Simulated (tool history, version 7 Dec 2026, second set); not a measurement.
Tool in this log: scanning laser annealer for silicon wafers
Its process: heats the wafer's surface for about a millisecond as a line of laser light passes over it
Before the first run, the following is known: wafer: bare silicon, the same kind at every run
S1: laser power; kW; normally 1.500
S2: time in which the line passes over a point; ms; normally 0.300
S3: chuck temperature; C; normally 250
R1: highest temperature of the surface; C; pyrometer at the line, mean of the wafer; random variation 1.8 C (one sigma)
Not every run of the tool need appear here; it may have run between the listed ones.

run,hour,S1,S2,S3,R1
1,0.0,1.500,0.300,250,954
2,30.4,1.500,0.300,250,953
# hour 43.0: window over the wafer cleaned
3,63.4,1.500,0.300,250,998
4,100.2,1.500,0.300,277,1022
5,150.5,1.500,0.300,250,994
6,177.5,1.500,0.224,250,908
7,220.3,1.500,0.300,250,990
# hour 226.2: laser's power meter calibrated
8,249.1,1.500,0.300,250,992
9,297.2,1.500,0.300,250,989
10,340.5,1.338,0.300,262,896
11,374.4,1.338,0.301,221,858
12,403.8,1.338,0.301,221,852
13,441.3,1.338,0.301,221,854
14,469.4,1.338,0.301,221,851

Each run again, without the hidden state but with its own random variation kept:
The hidden state here: light that passes the window, % of a clean one's; laser's true power over the reading, %; width of the line over the set one, %; drift of the gauge itself on peak_c, C.
run,R1
1,1028
2,1028
3,1029
4,1053
5,1027
6,938
7,1025
8,1030
9,1028
10,931
11,894
12,889
13,892
14,891
